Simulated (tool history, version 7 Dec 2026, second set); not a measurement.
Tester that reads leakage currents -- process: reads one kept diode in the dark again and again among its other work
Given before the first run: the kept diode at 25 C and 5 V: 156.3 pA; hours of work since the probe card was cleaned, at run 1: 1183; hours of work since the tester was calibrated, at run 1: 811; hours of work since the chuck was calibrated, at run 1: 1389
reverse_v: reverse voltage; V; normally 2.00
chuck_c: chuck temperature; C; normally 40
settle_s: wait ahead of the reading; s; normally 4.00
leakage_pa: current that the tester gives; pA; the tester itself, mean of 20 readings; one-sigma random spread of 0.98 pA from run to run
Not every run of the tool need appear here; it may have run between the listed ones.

run,day,reverse_v,chuck_c,settle_s,hours of work since the probe card was cleaned,hours of work since the tester was calibrated,hours of work since the chuck was calibrated,leakage_pa
1,0.000,2.00,40,4.00,1183,811,1389,357.51
2,2.279,2.00,40,4.00,1218,846,1424,358.28
3,3.729,2.00,46,4.00,1241,868,1446,541.63
4,4.983,2.00,40,4.00,1260,887,1466,360.20
5,7.996,2.00,40,4.00,1306,934,1512,360.60
6,9.904,2.00,40,4.00,1336,963,1541,360.19
7,12.917,2.00,40,4.00,1382,1009,1588,361.42
8,15.712,2.00,40,7.53,1425,1052,1631,364.40
# day 16.875: chuck's temperature calibrated
9,17.683,2.00,57,4.00,1454,1081,12,1024.15
10,19.467,2.00,57,4.00,1481,1109,40,1026.44
11,21.846,2.00,40,0.78,1518,1145,76,328.16
12,23.246,2.00,40,0.78,1539,1167,98,328.48
13,24.642,2.00,31,4.00,1561,1188,119,169.92
14,27.079,2.00,31,4.00,1598,1226,157,170.41
15,29.471,2.00,31,4.00,1635,1262,194,170.50
16,32.062,2.00,34,4.00,1675,1302,233,214.09
17,33.800,2.00,44,4.00,1702,1329,260,439.07
18,35.946,2.00,44,4.00,1735,1362,293,439.89
# day 36.275: probe card cleaned and baked
19,38.946,2.00,44,4.00,41,1406,337,442.99
20,41.700,2.00,40,4.00,83,1448,380,334.45
21,44.633,2.46,59,0.61,128,1493,425,1306.98
22,46.921,1.31,40,2.28,164,1529,460,281.56
23,48.362,1.37,58,0.61,186,1551,482,959.76
24,49.983,5.72,45,0.60,211,1576,507,750.21
# day 50.371: probe card cleaned and baked, once more
25,52.996,14.69,44,0.38,40,1620,551,1048.47
26,55.958,4.05,40,0.92,86,1666,597,454.40
27,58.475,4.05,40,0.92,125,1704,635,458.68
28,60.229,4.05,40,0.92,151,1731,662,458.76
29,63.162,2.63,36,0.36,197,1776,707,288.61
30,64.692,3.97,40,0.92,220,1800,731,456.66
31,67.596,2.00,52,4.45,265,1844,776,781.57
32,68.892,2.00,52,4.45,285,1864,796,780.22
33,71.179,15.04,26,0.52,320,1899,831,291.28
34,73.383,1.43,47,0.52,354,1933,865,488.88
35,76.175,1.43,47,0.52,397,1976,907,486.34
36,77.871,1.43,47,1.64,423,2002,934,491.60
37,79.325,5.39,47,0.57,445,2025,956,860.90
38,82.192,4.40,35,0.71,489,2069,1000,341.41
39,84.054,4.40,46,0.71,518,2097,1029,741.82

Describe how what the log doesn't record of the tool's condition differs between the last listed run preceding each entry between runs and the first listed run following it.
Runs 8 to 9: chuck's temperature calibrated (day 16.875)
  stray current of the dirty probe card, pA a volt: 0.553 -> 0.563; true chuck temperature over the reading, C: 1.45 -> -0.11
  the result without the hidden state subtracted from the measured one, leakage_pa: +37.11 -> -4.29 pA
Runs 18 to 19: probe card cleaned and baked (day 36.275)
  stray current of the dirty probe card, pA a volt: 0.673 -> 1.099; true chuck temperature over the reading, C: 0.17 -> 0.21
  the result without the hidden state subtracted from the measured one, leakage_pa: +7.31 -> +9.54 pA
Runs 24 to 25: probe card cleaned and baked, once more (day 50.371)
  stray current of the dirty probe card, pA a volt: 1.165 -> 0.037; current scale over the true one, %: 0.24 -> 0.25; true chuck temperature over the reading, C: 0.38 -> 0.42
  the result without the hidden state subtracted from the measured one, leakage_pa: +27.30 -> +32.69 pA

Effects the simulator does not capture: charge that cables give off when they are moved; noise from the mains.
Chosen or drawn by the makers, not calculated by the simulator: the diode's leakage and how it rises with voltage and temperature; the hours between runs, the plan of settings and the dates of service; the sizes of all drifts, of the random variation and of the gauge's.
